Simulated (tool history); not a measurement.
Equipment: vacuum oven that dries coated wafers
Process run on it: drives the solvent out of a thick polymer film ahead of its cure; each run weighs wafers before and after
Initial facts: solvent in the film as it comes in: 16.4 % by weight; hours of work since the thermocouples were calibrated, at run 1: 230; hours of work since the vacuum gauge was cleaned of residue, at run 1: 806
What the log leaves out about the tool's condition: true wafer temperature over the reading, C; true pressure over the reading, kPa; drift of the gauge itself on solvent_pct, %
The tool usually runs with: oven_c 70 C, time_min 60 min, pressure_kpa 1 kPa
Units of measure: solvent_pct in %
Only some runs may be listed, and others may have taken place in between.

| run | hour | oven_c | time_min | pressure_kpa | hours of work since the thermocouples were calibrated | hours of work since the vacuum gauge was cleaned of residue | solvent_pct |
|---|---|---|---|---|---|---|---|
| 1 | 0 | 70 | 60 | 1 | 230 | 806 | 1.35 |
| 2 | 12.4 | 70 | 60 | 1 | 239 | 815 | 1.35 |
| 3 | 27.3 | 70 | 60 | 1 | 249 | 825 | 1.37 |
| 4 | 40.4 | 76 | 60 | 1 | 258 | 834 | 0.71 |
| 5 | 53.5 | 70 | 35 | 1 | 267 | 843 | 3.06 |
| 6 | 66.1 | 70 | 60 | 1 | 276 | 852 | 1.35 |
| 7 | 78.2 | 71 | 60 | 1 | 284 | 861 | 1.21 |
| 8 | 91.9 | 70 | 60 | 1 | 294 | 870 | 1.36 |
| 9 | 106.5 | 70 | 60 | 1 | 304 | 880 | 1.35 |
| 10 | 118.9 | 84 | 60 | 1 | 313 | 889 | 0.36 |
| 11 | 134.2 | 70 | 60 | 1 | 323 | 900 | 1.34 |
| 12 | 148.1 | 70 | 60 | 1 | 333 | 909 | 1.37 |
| 13 | 163.3 | 70 | 60 | 1 | 344 | 920 | 1.36 |
| 14 | 178.3 | 70 | 60 | 1 | 354 | 930 | 1.34 |
| 15 | 192.2 | 70 | 60 | 0.59 | 364 | 940 | 1.12 |
| 16 | 205.2 | 70 | 60 | 0.59 | 373 | 949 | 1.17 |
| 17 | 215.3 | 70 | 60 | 1 | 380 | 956 | 1.37 |
| 18 | 223.8 | 70 | 60 | 1 | 386 | 962 | 1.33 |
| 19 | 238.7 | 70 | 60 | 1 | 396 | 972 | 1.37 |
| 20 | 249 | 70 | 60 | 1 | 403 | 979 | 1.35 |
| 21 | 257.2 | 70 | 60 | 1 | 409 | 985 | 1.34 |
| 22 | 271.8 | 80 | 60 | 1 | 419 | 995 | 0.49 |
| 23 | 287.3 | 80 | 60 | 1 | 430 | 1006 | 0.52 |
| 24 | 294.3 | 57 | 43 | 3.1 | 435 | 1011 | 7.3 |
| 25 | 302.3 | 55 | 68 | 0.79 | 440 | 1016 | 4.35 |
| 26 | 315.2 | 69 | 60 | 1.35 | 449 | 1025 | 1.7 |
| 27 | 322.5 | 81 | 60 | 2.01 | 454 | 1030 | 0.85 |
| 28 | 335.8 | 57 | 66 | 3.41 | 463 | 1040 | 5.87 |
| 29 | 346.8 | 70 | 69 | 1.28 | 471 | 1047 | 1.23 |
| 30 | 354.8 | 70 | 60 | 1 | 477 | 1053 | 1.34 |
| 31 | 367.9 | 79 | 49 | 2.81 | 486 | 1062 | 1.35 |
| 32 | 374.8 | 70 | 103 | 0.61 | 491 | 1067 | 0.51 |
| 33 | 384.4 | 70 | 103 | 0.61 | 497 | 1073 | 0.54 |
| 34 | 395.2 | 70 | 68 | 1 | 505 | 1081 | 1.12 |
| 35 | 404.7 | 76 | 53 | 0.63 | 511 | 1088 | 0.69 |
| 36 | 415.3 | 76 | 53 | 0.63 | 519 | 1095 | 0.68 |
| 37 | 431.1 | 70 | 101 | 0.55 | 530 | 1106 | 0.51 |
| 38 | 442.5 | 84 | 60 | 0.56 | 538 | 1114 | 0.25 |
| 39 | 455.2 | 69 | 60 | 1 | 546 | 1123 | 1.47 |
| 40 | 462.3 | 69 | 60 | 1 | 551 | 1128 | 1.48 |
| 41 | 471 | 69 | 60 | 1 | 557 | 1134 | 1.5 |
| 42 | 484.4 | 69 | 60 | 1 | 567 | 1143 | 1.47 |
| 43 | 494.1 | 82 | 41 | 1 | 574 | 1150 | 0.65 |
| 44 | 503.2 | 76 | 41 | 0.59 | 580 | 1156 | 1.09 |

Below are 4 alternative next runs, each starting from the tool's condition after run 44. Predict each:
| A | 509.9 | 58 | 37 | 3.47 | 585 | 1161 | ? |
| B | 509.9 | 70 | 60 | 1.54 | 585 | 1161 | ? |
| C | 509.9 | 75 | 32 | 0.63 | 585 | 1161 | ? |
| D | 509.9 | 70 | 32 | 3.62 | 585 | 1161 | ? |

| run | solvent_pct |
|---|---|
| A | 7.73 |
| B | 1.6 |
| C | 1.96 |
| D | 4.46 |
With no hidden state in the tool, these same runs would have given:
| run | solvent_pct |
|---|---|
| A | 7.92 |
| B | 1.62 |
| C | 2.07 |
| D | 4.63 |
